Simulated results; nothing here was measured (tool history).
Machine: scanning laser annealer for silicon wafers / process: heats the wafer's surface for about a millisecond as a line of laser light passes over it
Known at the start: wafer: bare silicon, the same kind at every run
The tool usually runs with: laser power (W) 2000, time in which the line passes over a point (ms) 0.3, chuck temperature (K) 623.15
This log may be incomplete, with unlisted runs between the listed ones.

run,hour,laser power (W),time in which the line passes over a point (ms),chuck temperature (K),highest temperature of the surface (K)
1,0,2000,0.3,623.15,1329.65
2,30.6,2000,0.3,623.15,1328.05
3,65.3,2000,0.234,623.15,1239.95
# hour 97.4: optics aligned, line set to its width
4,100.4,2000,0.3,623.15,1334.05
5,146.5,2000,0.3,623.15,1332.05
6,185.4,2000,0.3,623.15,1330.35
7,236.9,2000,0.3,623.15,1328.85
8,263.5,2000,0.3,623.15,1328.05
9,305.2,2000,0.3,623.15,1328.65
10,345.5,2000,0.3,607.15,1310.95
# hour 400.4: window over the wafer cleaned
11,404,2000,0.3,607.15,1302.25
12,459.4,2000,0.3,623.15,1318.05
13,495.9,2000,0.3,623.15,1315.55
14,543.2,2000,0.3,637.15,1331.35
15,576.1,2000,0.3,623.15,1317.55
16,635.9,2000,0.3,623.15,1313.55
17,685.5,2000,0.3,623.15,1312.25
18,720.3,2000,0.3,623.15,1312.35
# hour 740.6: window over the wafer cleaned, once more
19,771.1,2000,0.323,623.15,1368.25
20,811.6,2000,0.323,623.15,1366.45
21,860.6,2000,0.323,623.15,1366.95
22,892,1726,0.3,606.15,1226.35
23,920.9,1783,0.263,623.15,1217.95
24,979.6,1955,0.263,623.15,1268.85
25,1020.2,1809,0.286,633.15,1263.05
26,1057.5,1809,0.286,633.15,1262.75
27,1107.6,2109,0.213,625.15,1244.25
28,1142.2,1955,0.359,642.15,1405.45
29,1190.6,1955,0.242,642.15,1258.05
30,1220.8,1776,0.241,610.15,1170.65
31,1255.8,1776,0.241,662.15,1223.35
32,1283.6,1776,0.32,601.15,1255.85
33,1319.5,1913,0.32,601.15,1302.35
34,1361.9,1913,0.32,601.15,1301.25
35,1422.8,2061,0.346,623.15,1404.95
36,1481.3,2061,0.346,623.15,1403.45
# hour 1522.3: window over the wafer cleaned
37,1522.3,1798,0.34,584.15,1277.55
38,1567.2,1799,0.279,623.15,1246.45
39,1597.7,2069,0.279,607.15,1317.45
40,1654.7,2137,0.285,596.15,1335.75

4 options for the next run, each taken on its own from the tool as it stands now. Forecast them:
A,1711.4,2104,0.262,663.15,?
B,1711.4,2000,0.3,626.15,?
C,1711.4,2000,0.327,623.15,?
D,1711.4,2157,0.3,623.15,?

run,highest temperature of the surface (K)
A,1360.35
B,1340.85
C,1374.05
D,1390.15
Without the tool's hidden state the same runs would have given:
run,highest temperature of the surface (K)
A,1363.25
B,1343.85
C,1377.15
D,1393.35
